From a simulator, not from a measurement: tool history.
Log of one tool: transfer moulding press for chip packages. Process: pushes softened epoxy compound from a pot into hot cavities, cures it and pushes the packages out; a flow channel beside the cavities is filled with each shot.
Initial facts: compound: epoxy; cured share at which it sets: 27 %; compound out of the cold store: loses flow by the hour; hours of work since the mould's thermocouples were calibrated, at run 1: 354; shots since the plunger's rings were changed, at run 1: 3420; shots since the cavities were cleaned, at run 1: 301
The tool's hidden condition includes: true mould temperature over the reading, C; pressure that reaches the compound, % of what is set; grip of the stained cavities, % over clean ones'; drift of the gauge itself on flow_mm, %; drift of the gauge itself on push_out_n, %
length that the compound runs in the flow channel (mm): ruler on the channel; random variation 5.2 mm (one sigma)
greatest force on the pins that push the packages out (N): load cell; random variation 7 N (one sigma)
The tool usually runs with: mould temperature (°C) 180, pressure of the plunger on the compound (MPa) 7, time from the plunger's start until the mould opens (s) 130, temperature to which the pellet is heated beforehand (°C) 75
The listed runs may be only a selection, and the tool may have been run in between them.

run,hour,mould temperature (°C),pressure of the plunger on the compound (MPa),time from the plunger's start until the mould opens (s),temperature to which the pellet is heated beforehand (°C),hours of work since the mould's thermocouples were calibrated,shots since the plunger's rings were changed,shots since the cavities were cleaned,incoming compound's hours out of the cold store,length that the compound runs in the flow channel (mm),greatest force on the pins that push the packages out (N)
1,0,180,7,130,75,354,3420,301,31.5,553,293
# hour 19.7: cavities cleaned with cleaning compound and waxed
2,25.6,180,7,130,75,369,3623,50,42.5,512,286
3,62.2,180,7,130,75,391,3931,358,23.3,579,303
# hour 76.6: cavities cleaned with cleaning compound and waxed
4,81.1,180,7,130,75,402,4077,37,44.2,495,276
5,110.7,180,7,130,75,421,4327,287,9.3,653,294
# hour 124.3: plunger's sealing rings changed
# hour 136.6: cavities cleaned with cleaning compound and waxed
# hour 149.3: mould's thermocouples calibrated
6,151.6,180,7,130,75,1,201,110,36.7,536,289
7,173.7,180,8.73,130,75,15,387,296,27.9,634,293
# hour 194.7: cavities cleaned with cleaning compound and waxed
8,204,180,8.73,130,75,33,629,78,19.8,673,301
9,236.1,180,7,130,79,53,900,349,30,556,292
# hour 250.8: cavities cleaned with cleaning compound and waxed
10,267.3,180,7,130,75,72,1150,139,22.5,589,291
11,302,174,7,126,80,94,1442,431,8.4,689,515
# hour 306.1: cavities cleaned with cleaning compound and waxed
12,321,178,5.26,145,83,105,1589,126,12.1,557,303
13,344.7,180,5.59,130,75,119,1789,326,27.8,512,291
# hour 361.4: cavities cleaned with cleaning compound and waxed
14,377.6,180,5.57,158,75,139,2054,137,24.2,513,263

Forecast run 15:
# hour 417.4: cavities cleaned with cleaning compound and waxed
15,417.4,180,5.57,158,75,163,2376,0,26.2,?,?

Run 15 yielded length that the compound runs in the flow channel (mm) 510, greatest force on the pins that push the packages out (N) 232.
With no hidden state in the tool, this same run would have given length that the compound runs in the flow channel (mm) 511, greatest force on the pins that push the packages out (N) 232.
